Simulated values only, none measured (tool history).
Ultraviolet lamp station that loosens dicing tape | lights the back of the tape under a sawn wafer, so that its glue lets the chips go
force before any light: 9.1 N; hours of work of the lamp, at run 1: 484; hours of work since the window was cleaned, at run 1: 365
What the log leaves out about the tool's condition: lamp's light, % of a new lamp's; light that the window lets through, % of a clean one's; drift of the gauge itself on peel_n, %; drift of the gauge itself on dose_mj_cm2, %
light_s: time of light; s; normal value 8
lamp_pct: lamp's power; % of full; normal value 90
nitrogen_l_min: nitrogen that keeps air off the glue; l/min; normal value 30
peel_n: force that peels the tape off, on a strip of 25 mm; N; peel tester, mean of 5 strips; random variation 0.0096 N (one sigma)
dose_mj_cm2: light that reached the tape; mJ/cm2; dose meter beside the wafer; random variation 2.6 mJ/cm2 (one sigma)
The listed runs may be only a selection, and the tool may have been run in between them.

run,hour,light_s,lamp_pct,nitrogen_l_min,hours of work of the lamp,hours of work since the window was cleaned,peel_n,dose_mj_cm2
1,0.0,8,90,30,484,365,0.699,284
2,22.3,8,90,30,496,377,0.666,280
3,46.3,8,90,30,509,390,0.653,284
4,76.5,8,90,30,525,406,0.678,278
5,100.2,8,90,30,538,419,0.690,281
6,124.1,15,90,30,551,432,0.147,517
7,160.4,15,90,30,571,452,0.138,513
8,196.8,8,90,47,591,472,0.481,278
9,225.5,8,90,47,606,487,0.480,270
10,256.0,4,90,30,623,504,2.562,135
11,277.6,8,90,30,634,516,0.746,271
12,315.3,8,90,30,655,536,0.789,266
13,351.6,8,90,30,675,556,0.791,265
14,378.1,8,90,30,689,570,0.800,262
15,414.0,8,90,30,709,590,0.802,260
16,453.9,8,66,30,730,611,1.503,188
# hour 460.5: window cleaned of glue's vapour
17,489.0,8,66,30,749,15,1.774,172
18,510.1,8,66,30,761,27,1.772,171
19,534.0,8,66,30,773,40,1.871,175
20,560.2,8,66,30,788,54,1.862,167
21,580.9,8,66,30,799,65,1.869,168
22,601.0,8,89,17,810,76,1.662,226
23,622.1,8,65,42,821,88,1.564,167
24,654.8,8,73,42,839,106,1.282,183
# hour 689.5: window cleaned of glue's vapour, once more
25,695.3,7,90,30,861,3,0.834,254
26,726.5,5,77,21,878,20,2.503,154
27,762.6,8,69,24,897,40,1.318,214

Forecast run 28:
28,796.2,8,62,53,916,58,?,?

{"run 28": {"peel_n": 1.014, "dose_mj_cm2": 197}}
Were there no unlogged condition in the tool, this run, its random variation unchanged, would have produced peel_n 0.662 N, dose_mj_cm2 237 mJ/cm2.
